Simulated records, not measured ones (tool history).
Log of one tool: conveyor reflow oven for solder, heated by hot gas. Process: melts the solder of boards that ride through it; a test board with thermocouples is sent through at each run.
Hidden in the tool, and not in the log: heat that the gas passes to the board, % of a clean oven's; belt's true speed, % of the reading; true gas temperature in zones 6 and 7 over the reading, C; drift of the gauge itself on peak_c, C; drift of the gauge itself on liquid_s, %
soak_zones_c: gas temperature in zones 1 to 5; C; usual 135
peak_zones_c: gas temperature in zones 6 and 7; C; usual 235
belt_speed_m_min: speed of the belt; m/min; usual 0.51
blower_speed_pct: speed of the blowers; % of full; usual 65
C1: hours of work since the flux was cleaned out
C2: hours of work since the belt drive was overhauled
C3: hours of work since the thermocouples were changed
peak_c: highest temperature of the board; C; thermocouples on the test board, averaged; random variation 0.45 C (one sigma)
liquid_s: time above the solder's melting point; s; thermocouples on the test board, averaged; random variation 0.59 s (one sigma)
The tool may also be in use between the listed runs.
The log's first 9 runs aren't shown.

Run 10, hour 99.7: usual settings but belt_speed_m_min 0.452 m/min; C1 130; C2 88; C3 247. Result: peak_c 217.5 C, liquid_s 68.8 s.
Run 11, hour 114.5: usual settings but belt_speed_m_min 0.452 m/min; C1 140; C2 98; C3 257. Result: peak_c 217.9 C, liquid_s 67.2 s.
Run 12, hour 129.1: usual settings but belt_speed_m_min 0.424 m/min; C1 149; C2 107; C3 266. Result: peak_c 220 C, liquid_s 75.4 s.
Run 13, hour 140.7: usual settings but belt_speed_m_min 0.523 m/min; C1 157; C2 115; C3 274. Result: peak_c 211.9 C, liquid_s 53 s.
Run 14, hour 147.2: usual settings but belt_speed_m_min 0.523 m/min; C1 161; C2 119; C3 278. Result: peak_c 213.2 C, liquid_s 53.2 s.
Run 15, hour 155.9: usual settings but blower_speed_pct 69 % of full; C1 167; C2 125; C3 284. Result: peak_c 214.1 C, liquid_s 56 s.
Run 16, hour 162.2: usual settings but peak_zones_c 234 C, belt_speed_m_min 0.601 m/min, blower_speed_pct 71 % of full; C1 171; C2 129; C3 288. Result: peak_c 208 C, liquid_s 40.9 s.
Run 17, hour 168.9: usual settings but peak_zones_c 244 C, belt_speed_m_min 0.601 m/min, blower_speed_pct 71 % of full; C1 175; C2 133; C3 293. Result: peak_c 215.3 C, liquid_s 48.4 s.
Run 18, hour 177.4: usual settings but peak_zones_c 225 C, belt_speed_m_min 0.473 m/min; C1 181; C2 139; C3 298. Result: peak_c 207.1 C, liquid_s 54.4 s.
Run 19, hour 191.2: usual settings but blower_speed_pct 62 % of full; C1 190; C2 148; C3 307. Result: peak_c 213 C, liquid_s 54.8 s.
Run 20, hour 199.4: usual settings but soak_zones_c 144 C, blower_speed_pct 79 % of full; C1 195; C2 153; C3 313. Result: peak_c 218.7 C, liquid_s 64 s.
Run 21, hour 210.7: usual settings but soak_zones_c 144 C, blower_speed_pct 79 % of full; C1 203; C2 161; C3 320. Result: peak_c 218.3 C, liquid_s 63.6 s.
Run 22, hour 220: usual settings but soak_zones_c 144 C, blower_speed_pct 79 % of full; C1 209; C2 167; C3 326. Result: peak_c 218.7 C, liquid_s 64.7 s.
Run 23, hour 228.7: usual settings but soak_zones_c 144 C, blower_speed_pct 79 % of full; C1 214; C2 172; C3 332. Result: peak_c 218.4 C, liquid_s 65 s.
Run 24, hour 236.4: usual settings but soak_zones_c 144 C, blower_speed_pct 79 % of full; C1 219; C2 177; C3 337. Result: peak_c 218.1 C, liquid_s 65.3 s.
Run 25, hour 248.6: usual settings but belt_speed_m_min 0.421 m/min, blower_speed_pct 80 % of full; C1 227; C2 185; C3 345. Result: peak_c 223.5 C, liquid_s 79.4 s.
Run 26, hour 255.6: usual settings but belt_speed_m_min 0.421 m/min, blower_speed_pct 80 % of full; C1 232; C2 190; C3 349. Result: peak_c 223.6 C, liquid_s 79.5 s.

Forecast run 27:
Run 27, hour 267.4: usual settings but peak_zones_c 245 C, belt_speed_m_min 0.453 m/min, blower_speed_pct 80 % of full; C1 240; C2 198; C3 357. Result: peak_c ?, liquid_s ?.

{"run 27": {"peak_c": 230.8, "liquid_s": 77.6}}
Without the tool's hidden state the same run would have given peak_c 230.8 C, liquid_s 77.7 s.

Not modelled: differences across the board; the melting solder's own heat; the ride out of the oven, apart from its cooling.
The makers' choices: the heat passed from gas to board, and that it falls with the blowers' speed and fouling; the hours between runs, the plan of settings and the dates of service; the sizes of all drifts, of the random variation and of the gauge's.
